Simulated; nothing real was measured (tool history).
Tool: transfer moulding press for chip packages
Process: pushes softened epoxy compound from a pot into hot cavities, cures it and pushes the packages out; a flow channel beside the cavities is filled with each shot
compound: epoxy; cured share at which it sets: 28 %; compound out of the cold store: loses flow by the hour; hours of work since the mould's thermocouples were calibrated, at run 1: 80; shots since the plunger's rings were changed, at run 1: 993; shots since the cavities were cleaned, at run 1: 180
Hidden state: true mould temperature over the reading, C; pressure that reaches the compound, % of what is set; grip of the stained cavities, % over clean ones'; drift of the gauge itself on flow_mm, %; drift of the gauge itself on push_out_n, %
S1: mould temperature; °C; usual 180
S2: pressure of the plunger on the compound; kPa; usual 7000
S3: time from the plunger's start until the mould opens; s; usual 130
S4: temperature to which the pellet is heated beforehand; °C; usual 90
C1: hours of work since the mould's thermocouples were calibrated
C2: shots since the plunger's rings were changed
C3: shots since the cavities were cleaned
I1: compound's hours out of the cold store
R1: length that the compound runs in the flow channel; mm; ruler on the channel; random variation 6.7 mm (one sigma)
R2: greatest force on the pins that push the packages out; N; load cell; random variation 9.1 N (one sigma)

| run | hour | S1 | S2 | S3 | S4 | C1 | C2 | C3 | I1 | R1 | R2 |
|---|---|---|---|---|---|---|---|---|---|---|---|
| 1 | 0 | 180 | 7000 | 130 | 90 | 80 | 993 | 180 | 41 | 770 | 398 |
| 2 | 21.4 | 180 | 7000 | 130 | 86 | 93 | 1197 | 384 | 22.7 | 848 | 419 |
|  | 32.7 | cavities cleaned with cleaning compound and waxed |
| 3 | 45.4 | 180 | 7000 | 130 | 86 | 107 | 1411 | 120 | 16.8 | 880 | 417 |
| 4 | 64.1 | 180 | 7000 | 130 | 86 | 118 | 1590 | 299 | 31.3 | 802 | 410 |
|  | 84.8 | cavities cleaned with cleaning compound and waxed |
| 5 | 89.4 | 180 | 7000 | 130 | 86 | 133 | 1816 | 44 | 44.3 | 745 | 403 |
| 6 | 106.2 | 180 | 7000 | 130 | 90 | 143 | 1975 | 203 | 15.2 | 889 | 415 |
| 7 | 132 | 180 | 7000 | 130 | 90 | 160 | 2221 | 449 | 19.7 | 858 | 410 |
|  | 135.5 | cavities cleaned with cleaning compound and waxed |
| 8 | 161.3 | 180 | 7000 | 130 | 90 | 177 | 2486 | 245 | 28.8 | 829 | 416 |
| 9 | 178.3 | 180 | 7000 | 130 | 84 | 187 | 2648 | 407 | 11.9 | 896 | 434 |
|  | 186.2 | cavities cleaned with cleaning compound and waxed |
| 10 | 198.4 | 180 | 7000 | 130 | 83 | 199 | 2825 | 116 | 17.5 | 870 | 415 |
| 11 | 219.1 | 180 | 7000 | 130 | 83 | 212 | 3022 | 313 | 46.8 | 734 | 430 |
|  | 238 | cavities cleaned with cleaning compound and waxed |
| 12 | 250.6 | 180 | 7000 | 130 | 90 | 230 | 3308 | 120 | 10.5 | 902 | 412 |
| 13 | 266.4 | 180 | 7000 | 130 | 90 | 240 | 3458 | 270 | 47.4 | 746 | 408 |
|  | 275.7 | plunger's sealing rings changed |
| 14 | 286.1 | 180 | 7000 | 165 | 90 | 251 | 99 | 434 | 42.2 | 765 | 347 |
|  | 292 | cavities cleaned with cleaning compound and waxed |
| 15 | 315.6 | 179 | 7740 | 130 | 81 | 268 | 366 | 226 | 25.4 | 875 | 421 |
| 16 | 340.2 | 184 | 6940 | 155 | 93 | 283 | 600 | 460 | 47.3 | 737 | 360 |
|  | 344 | cavities cleaned with cleaning compound and waxed |
| 17 | 365.8 | 184 | 6940 | 155 | 93 | 298 | 829 | 207 | 35 | 765 | 357 |
|  | 395.2 | cavities cleaned with cleaning compound and waxed |
| 18 | 395.8 | 184 | 6940 | 155 | 93 | 316 | 1100 | 5 | 45 | 746 | 353 |
| 19 | 421.6 | 187 | 7910 | 130 | 95 | 332 | 1346 | 251 | 13.6 | 938 | 369 |
|  | 446.3 | cavities cleaned with cleaning compound and waxed |
| 20 | 448 | 187 | 7910 | 130 | 95 | 347 | 1584 | 17 | 39 | 799 | 371 |
| 21 | 465.4 | 183 | 8180 | 130 | 88 | 358 | 1749 | 182 | 31.2 | 862 | 379 |
| 22 | 485.9 | 180 | 6240 | 153 | 96 | 371 | 1945 | 378 | 24.5 | 783 | 380 |
|  | 497.5 | cavities cleaned with cleaning compound and waxed |
| 23 | 516.6 | 180 | 6240 | 153 | 96 | 389 | 2222 | 182 | 11.5 | 859 | 367 |
| 24 | 542.2 | 180 | 7000 | 130 | 84 | 405 | 2466 | 426 | 18.4 | 857 | 426 |
|  | 548.1 | cavities cleaned with cleaning compound and waxed |
| 25 | 557.4 | 179 | 5960 | 116 | 93 | 413 | 2597 | 89 | 34 | 735 | 489 |
| 26 | 585.3 | 179 | 5960 | 116 | 93 | 430 | 2862 | 354 | 47.9 | 688 | 486 |
|  | 599.8 | cavities cleaned with cleaning compound and waxed |
| 27 | 609.5 | 180 | 5340 | 130 | 96 | 444 | 3079 | 93 | 26.8 | 730 | 418 |

How the hidden state differs across the entries between the runs, from the last listed run before each to the first after it:
Between runs 2 and 3: cavities cleaned with cleaning compound and waxed (hour 32.7)
  pressure that reaches the compound, % of what is set: 99.96 -> 99.95; grip of the stained cavities, % over clean ones': 0.7 -> 0.3
Between runs 4 and 5: cavities cleaned with cleaning compound and waxed (hour 84.8)
  grip of the stained cavities, % over clean ones': 0.6 -> 0.2
Between runs 7 and 8: cavities cleaned with cleaning compound and waxed (hour 135.5)
  pressure that reaches the compound, % of what is set: 99.92 -> 99.91; grip of the stained cavities, % over clean ones': 0.8 -> 0.5
Between runs 9 and 10: cavities cleaned with cleaning compound and waxed (hour 186.2)
  grip of the stained cavities, % over clean ones': 0.7 -> 0.3
Between runs 11 and 12: cavities cleaned with cleaning compound and waxed (hour 238)
  pressure that reaches the compound, % of what is set: 99.89 -> 99.88; grip of the stained cavities, % over clean ones': 0.6 -> 0.3
Between runs 13 and 14: plunger's sealing rings changed (hour 275.7)
  pressure that reaches the compound, % of what is set: 99.88 -> 99.99; grip of the stained cavities, % over clean ones': 0.5 -> 0.7
Between runs 14 and 15: cavities cleaned with cleaning compound and waxed (hour 292)
  pressure that reaches the compound, % of what is set: 99.99 -> 99.98; grip of the stained cavities, % over clean ones': 0.7 -> 0.5
Between runs 16 and 17: cavities cleaned with cleaning compound and waxed (hour 344)
  pressure that reaches the compound, % of what is set: 99.98 -> 99.97; grip of the stained cavities, % over clean ones': 0.8 -> 0.5
Between runs 17 and 18: cavities cleaned with cleaning compound and waxed (hour 395.2)
  pressure that reaches the compound, % of what is set: 99.97 -> 99.96; grip of the stained cavities, % over clean ones': 0.5 -> 0
Between runs 19 and 20: cavities cleaned with cleaning compound and waxed (hour 446.3)
  true mould temperature over the reading, C: 0 -> 0.01; pressure that reaches the compound, % of what is set: 99.95 -> 99.94; grip of the stained cavities, % over clean ones': 0.5 -> 0.1
Between runs 22 and 23: cavities cleaned with cleaning compound and waxed (hour 497.5)
  pressure that reaches the compound, % of what is set: 99.93 -> 99.92; grip of the stained cavities, % over clean ones': 0.7 -> 0.4
Between runs 24 and 25: cavities cleaned with cleaning compound and waxed (hour 548.1)
  grip of the stained cavities, % over clean ones': 0.8 -> 0.2
Between runs 26 and 27: cavities cleaned with cleaning compound and waxed (hour 599.8)
  pressure that reaches the compound, % of what is set: 99.9 -> 99.89; grip of the stained cavities, % over clean ones': 0.7 -> 0.3
